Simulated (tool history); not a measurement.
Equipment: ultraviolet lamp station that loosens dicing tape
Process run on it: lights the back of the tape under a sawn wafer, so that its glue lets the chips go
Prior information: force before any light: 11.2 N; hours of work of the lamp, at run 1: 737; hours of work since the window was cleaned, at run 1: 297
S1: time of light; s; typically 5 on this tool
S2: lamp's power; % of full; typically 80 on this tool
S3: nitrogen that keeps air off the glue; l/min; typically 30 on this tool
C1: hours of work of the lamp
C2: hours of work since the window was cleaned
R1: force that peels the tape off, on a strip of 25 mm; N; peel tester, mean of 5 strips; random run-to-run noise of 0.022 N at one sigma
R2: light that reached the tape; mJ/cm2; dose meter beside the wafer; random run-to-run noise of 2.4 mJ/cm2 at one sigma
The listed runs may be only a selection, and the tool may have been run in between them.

| run | hour | S1 | S2 | S3 | C1 | C2 | R1 | R2 |
|---|---|---|---|---|---|---|---|---|
| 1 | 0.0 | 5 | 80 | 30 | 737 | 297 | 1.781 | 188 |
| 2 | 82.1 | 5 | 80 | 30 | 777 | 337 | 1.887 | 188 |
| 3 | 135.8 | 5 | 80 | 30 | 804 | 364 | 1.809 | 186 |
| 4 | 207.6 | 5 | 80 | 30 | 839 | 399 | 1.913 | 180 |
| 5 | 264.5 | 5 | 94 | 30 | 867 | 427 | 1.495 | 205 |
| 6 | 306.1 | 7 | 80 | 30 | 887 | 447 | 1.099 | 242 |
|  | 312.7 | window cleaned of glue's vapour |
| 7 | 376.6 | 5 | 96 | 44 | 921 | 31 | 1.297 | 201 |
| 8 | 456.5 | 10 | 60 | 24 | 961 | 71 | 1.250 | 247 |
| 9 | 495.2 | 5 | 79 | 45 | 980 | 90 | 1.978 | 156 |
| 10 | 535.5 | 3 | 63 | 29 | 999 | 109 | 5.310 | 73 |
| 11 | 578.9 | 5 | 80 | 11 | 1021 | 131 | 3.692 | 155 |

Consider 3 possible next runs. They are alternatives, not a sequence: every one starts from the tool as it was left by run 11. What does each give?
|  | 607.0 | window cleaned of glue's vapour, once more |
| A | 655.1 | 7 | 93 | 51 | 1058 | 24 | ? | ? |
|  | 607.0 | window cleaned of glue's vapour, once more |
| B | 655.1 | 6 | 68 | 19 | 1058 | 24 | ? | ? |
|  | 607.0 | window cleaned of glue's vapour, once more |
| C | 655.1 | 2 | 80 | 11 | 1058 | 24 | ? | ? |

| run | R1 | R2 |
|---|---|---|
| A | 0.481 | 306 |
| B | 2.270 | 192 |
| C | 6.656 | 73 |
Stripped of hidden state, with their random variation kept, the same runs would have yielded:
| run | R1 | R2 |
|---|---|---|
| A | 0.280 | 405 |
| B | 1.399 | 254 |
| C | 5.618 | 98 |
